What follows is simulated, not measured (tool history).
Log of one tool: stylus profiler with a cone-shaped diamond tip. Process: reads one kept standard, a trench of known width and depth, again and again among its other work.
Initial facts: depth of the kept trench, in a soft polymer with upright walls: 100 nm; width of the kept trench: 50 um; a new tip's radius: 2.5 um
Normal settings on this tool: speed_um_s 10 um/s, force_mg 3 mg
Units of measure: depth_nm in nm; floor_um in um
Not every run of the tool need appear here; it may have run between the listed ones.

run	day	speed_um_s	force_mg	depth_nm	floor_um
1	0	10	3	101.13	48.32
2	5.758	10	3	101.32	48.26
3	10.042	2	3	101.27	48.4
4	14.471	9	3	101.12	48.3
5	18.871	9	3	101.19	48.28
6	22.992	9	3	101.13	48.3
7	28.588	10	3	101.2	48.25
8	31.188	10	3	101.21	48.24
# day 31.662: height scale calibrated on a step standard
9	35.621	34	3	101.48	48.19
10	41.317	34	3	101.44	48.2
11	44.904	10	3	101.49	48.26
12	48.192	10	1.05	100.73	48.18
13	51.5	10	3.81	101.74	48.23
14	54.692	10	3.81	101.72	48.26
15	59.5	10	3.81	101.69	48.24
16	63.925	10	7.27	102.7	48.19
17	67.217	10	7.27	102.67	48.19
18	70.067	34	1.83	101.07	48.14
19	73.233	34	1.83	100.98	48.11
20	78.683	2	5.05	102.06	48.2
21	82.888	2	5.05	102.06	48.23
22	86.975	8	2.44	101.18	48.15
23	89.525	8	3.75	101.64	48.13
24	92.662	10	1.26	100.64	48.13
25	97.279	10	1.26	100.63	48.14
26	102.962	2	1.23	100.64	48.16
27	108.021	2	1.23	100.62	48.13
28	112.471	2	1.23	100.7	48.16
29	116.442	2	8.76	102.95	48.14
30	121.079	5	7.15	102.58	48.14
31	124.683	5	7.15	102.58	48.12
# day 125.596: new tip fitted, height scale calibrated
32	130.35	17	2.71	101.41	48.57
33	136.071	7	3	101.53	48.55
34	141.904	5	8.94	103.12	48.61

A few steps of depth_nm between consecutive runs. Split each: what settings, incoming material and random variation would produce without the hidden state, and what is left over for the hidden state, along with gauge scatter present in only one of the two compared results (measured, and without hidden state):
Unlogged tool condition in this case: radius of the tip, um; height scale over the true one, %; drift of the gauge itself on depth_nm, %; drift of the gauge itself on floor_um, %.
Run 4 -> 5: nothing adjusted, nothing logged. depth_nm +0.07 nm: hidden state -0.03, all else +0.1.
Run 8 -> 9: speed_um_s 10 -> 34, height scale calibrated on a step standard. depth_nm +0.27 nm: hidden state +0.37, all else -0.1.
Run 17 -> 18: speed_um_s 10 -> 34, force_mg 7.27 -> 1.83. depth_nm -1.6 nm: hidden state -0.01, all else -1.59.
Run 28 -> 29: force_mg 1.23 -> 8.76. depth_nm +2.25 nm: hidden state -0.01, all else +2.26.
Run 31 -> 32: speed_um_s 5 -> 17, force_mg 7.15 -> 2.71, new tip fitted, height scale calibrated. depth_nm -1.17 nm: hidden state +0.25, all else -1.42.
Run 33 -> 34: speed_um_s 7 -> 5, force_mg 3 -> 8.94. depth_nm +1.59 nm: hidden state -0.02, all else +1.61.

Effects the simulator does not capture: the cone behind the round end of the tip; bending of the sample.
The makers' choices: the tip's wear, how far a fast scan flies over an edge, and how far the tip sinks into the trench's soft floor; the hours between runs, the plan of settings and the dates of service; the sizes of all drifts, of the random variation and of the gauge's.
